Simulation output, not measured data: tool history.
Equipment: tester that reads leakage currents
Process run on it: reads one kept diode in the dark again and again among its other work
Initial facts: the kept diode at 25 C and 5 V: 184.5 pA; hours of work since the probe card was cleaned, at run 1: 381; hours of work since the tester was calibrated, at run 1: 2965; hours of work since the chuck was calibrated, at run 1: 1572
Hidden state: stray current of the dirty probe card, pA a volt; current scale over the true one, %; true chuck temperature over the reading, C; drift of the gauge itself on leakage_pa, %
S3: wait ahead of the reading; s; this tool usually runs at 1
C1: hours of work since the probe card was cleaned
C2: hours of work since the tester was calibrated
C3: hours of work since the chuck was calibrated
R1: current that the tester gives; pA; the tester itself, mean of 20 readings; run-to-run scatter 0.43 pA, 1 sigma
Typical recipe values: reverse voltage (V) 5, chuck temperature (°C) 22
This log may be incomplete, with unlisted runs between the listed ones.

run 1 day=0 | reverse_voltage_(V)=5 chuck_temperature_(°C)=22 S3=1 | C1=381 C2=2965 C3=1572 | R1=130.41
run 2 day=4.879 | reverse_voltage_(V)=5 chuck_temperature_(°C)=32 S3=1 | C1=474 C2=3058 C3=1665 | R1=321.79
-- day=9.221 chuck's temperature calibrated
run 3 day=11.121 | reverse_voltage_(V)=5 chuck_temperature_(°C)=32 S3=1 | C1=591 C2=3175 C3=36 | R1=340.71
run 4 day=17.7 | reverse_voltage_(V)=5 chuck_temperature_(°C)=32 S3=1 | C1=716 C2=3300 C3=161 | R1=339.33
run 5 day=21.012 | reverse_voltage_(V)=1.9 chuck_temperature_(°C)=22 S3=1 | C1=779 C2=3363 C3=225 | R1=80.03
run 6 day=24.896 | reverse_voltage_(V)=1.9 chuck_temperature_(°C)=22 S3=1 | C1=853 C2=3437 C3=298 | R1=80.26
run 7 day=29.879 | reverse_voltage_(V)=1.43 chuck_temperature_(°C)=22 S3=1 | C1=948 C2=3532 C3=393 | R1=68.39
run 8 day=35.083 | reverse_voltage_(V)=1.43 chuck_temperature_(°C)=22 S3=1 | C1=1047 C2=3631 C3=493 | R1=68.07
run 9 day=40.588 | reverse_voltage_(V)=1.43 chuck_temperature_(°C)=22 S3=1 | C1=1152 C2=3736 C3=597 | R1=68.18
run 10 day=46.967 | reverse_voltage_(V)=5 chuck_temperature_(°C)=22 S3=1 | C1=1273 C2=3858 C3=719 | R1=134.54
run 11 day=50.246 | reverse_voltage_(V)=5 chuck_temperature_(°C)=22 S3=1 | C1=1336 C2=3920 C3=781 | R1=133.86
run 12 day=54.275 | reverse_voltage_(V)=5 chuck_temperature_(°C)=22 S3=1 | C1=1413 C2=3997 C3=858 | R1=132.84
run 13 day=57.496 | reverse_voltage_(V)=5 chuck_temperature_(°C)=22 S3=1 | C1=1474 C2=4058 C3=919 | R1=132.87
run 14 day=62.154 | reverse_voltage_(V)=5 chuck_temperature_(°C)=22 S3=1 | C1=1563 C2=4147 C3=1008 | R1=132.87
run 15 day=65.508 | reverse_voltage_(V)=5 chuck_temperature_(°C)=22 S3=1 | C1=1626 C2=4211 C3=1072 | R1=132.13
run 16 day=69.971 | reverse_voltage_(V)=5 chuck_temperature_(°C)=22 S3=1 | C1=1711 C2=4296 C3=1157 | R1=131.41
run 17 day=74.021 | reverse_voltage_(V)=5 chuck_temperature_(°C)=22 S3=1 | C1=1789 C2=4373 C3=1234 | R1=131.17
run 18 day=78.575 | reverse_voltage_(V)=5 chuck_temperature_(°C)=22 S3=1.05 | C1=1875 C2=4459 C3=1321 | R1=130.78
run 19 day=82.012 | reverse_voltage_(V)=5 chuck_temperature_(°C)=22 S3=1.05 | C1=1941 C2=4525 C3=1386 | R1=130.37
run 20 day=85.375 | reverse_voltage_(V)=5 chuck_temperature_(°C)=22 S3=1.05 | C1=2005 C2=4589 C3=1450 | R1=130.27
run 21 day=91.888 | reverse_voltage_(V)=5 chuck_temperature_(°C)=21 S3=1 | C1=2129 C2=4713 C3=1574 | R1=117.5
run 22 day=96.825 | reverse_voltage_(V)=1.1 chuck_temperature_(°C)=23 S3=2.21 | C1=2223 C2=4807 C3=1668 | R1=61.52
-- day=100.417 chuck's temperature calibrated
run 23 day=102.004 | reverse_voltage_(V)=6.55 chuck_temperature_(°C)=25 S3=1 | C1=2320 C2=4904 C3=30 | R1=210.34
run 24 day=107.462 | reverse_voltage_(V)=1.92 chuck_temperature_(°C)=48 S3=0.4 | C1=2424 C2=5008 C3=134 | R1=766.26
run 25 day=111.45 | reverse_voltage_(V)=1.92 chuck_temperature_(°C)=48 S3=0.4 | C1=2500 C2=5084 C3=210 | R1=760.22
run 26 day=115.846 | reverse_voltage_(V)=1.92 chuck_temperature_(°C)=48 S3=4.42 | C1=2583 C2=5168 C3=294 | R1=760.39
run 27 day=119.925 | reverse_voltage_(V)=5 chuck_temperature_(°C)=21 S3=5.89 | C1=2661 C2=5245 C3=371 | R1=121.66
run 28 day=126.625 | reverse_voltage_(V)=15.89 chuck_temperature_(°C)=33 S3=1.32 | C1=2789 C2=5373 C3=499 | R1=678.42
run 29 day=130.45 | reverse_voltage_(V)=15.89 chuck_temperature_(°C)=33 S3=1.32 | C1=2862 C2=5446 C3=572 | R1=677.25
-- day=134.179 tester calibrated
run 30 day=135.283 | reverse_voltage_(V)=15.89 chuck_temperature_(°C)=33 S3=1.32 | C1=2952 C2=21 C3=662 | R1=698.74
run 31 day=140.812 | reverse_voltage_(V)=4.01 chuck_temperature_(°C)=57 S3=0.4 | C1=3057 C2=126 C3=768 | R1=2310.96
run 32 day=146.942 | reverse_voltage_(V)=3.41 chuck_temperature_(°C)=21 S3=0.31 | C1=3174 C2=243 C3=884 | R1=103.35
run 33 day=152.892 | reverse_voltage_(V)=3.41 chuck_temperature_(°C)=23 S3=1.46 | C1=3287 C2=356 C3=998 | R1=120.31
run 34 day=159.075 | reverse_voltage_(V)=3.41 chuck_temperature_(°C)=23 S3=1.46 | C1=3405 C2=474 C3=1115 | R1=119.19
run 35 day=164.508 | reverse_voltage_(V)=8.48 chuck_temperature_(°C)=37 S3=0.92 | C1=3508 C2=578 C3=1219 | R1=682.88
run 36 day=170.625 | reverse_voltage_(V)=5.94 chuck_temperature_(°C)=24 S3=0.99 | C1=3625 C2=694 C3=1335 | R1=176.63
run 37 day=176.775 | reverse_voltage_(V)=5 chuck_temperature_(°C)=22 S3=7.38 | C1=3742 C2=811 C3=1452 | R1=131.85
run 38 day=180.779 | reverse_voltage_(V)=8.16 chuck_temperature_(°C)=32 S3=0.95 | C1=3818 C2=887 C3=1529 | R1=425.35
run 39 day=185.821 | reverse_voltage_(V)=9.56 chuck_temperature_(°C)=25 S3=1.11 | C1=3914 C2=983 C3=1625 | R1=249.9
-- day=189.242 probe card cleaned and baked
run 40 day=189.575 | reverse_voltage_(V)=9.56 chuck_temperature_(°C)=25 S3=1.11 | C1=6 C2=1053 C3=1694 | R1=246.05

Some steps in R1, run to run, broken into two amounts with sign: the step expected even without the hidden condition (settings, incoming material, random variation), and the rest, left for the hidden condition together with whatever gauge scatter is not in both the measured and the hidden-condition-free result:
Run 26 -> 27: reverse voltage (V) 1.92 -> 5, chuck temperature (°C) 48 -> 21, S3 4.42 -> 5.89. R1 -638.73 pA: hidden state +27.21, all else -665.94.
Run 30 -> 31: reverse voltage (V) 15.89 -> 4.01, chuck temperature (°C) 33 -> 57, S3 1.32 -> 0.4. R1 +1612.22 pA: hidden state -52.44, all else +1664.66.
Run 31 -> 32: reverse voltage (V) 4.01 -> 3.41, chuck temperature (°C) 57 -> 21, S3 0.4 -> 0.31. R1 -2207.61 pA: hidden state +67.31, all else -2274.92.
Run 34 -> 35: reverse voltage (V) 3.41 -> 8.48, chuck temperature (°C) 23 -> 37, S3 1.46 -> 0.92. R1 +563.69 pA: hidden state -29.54, all else +593.23.
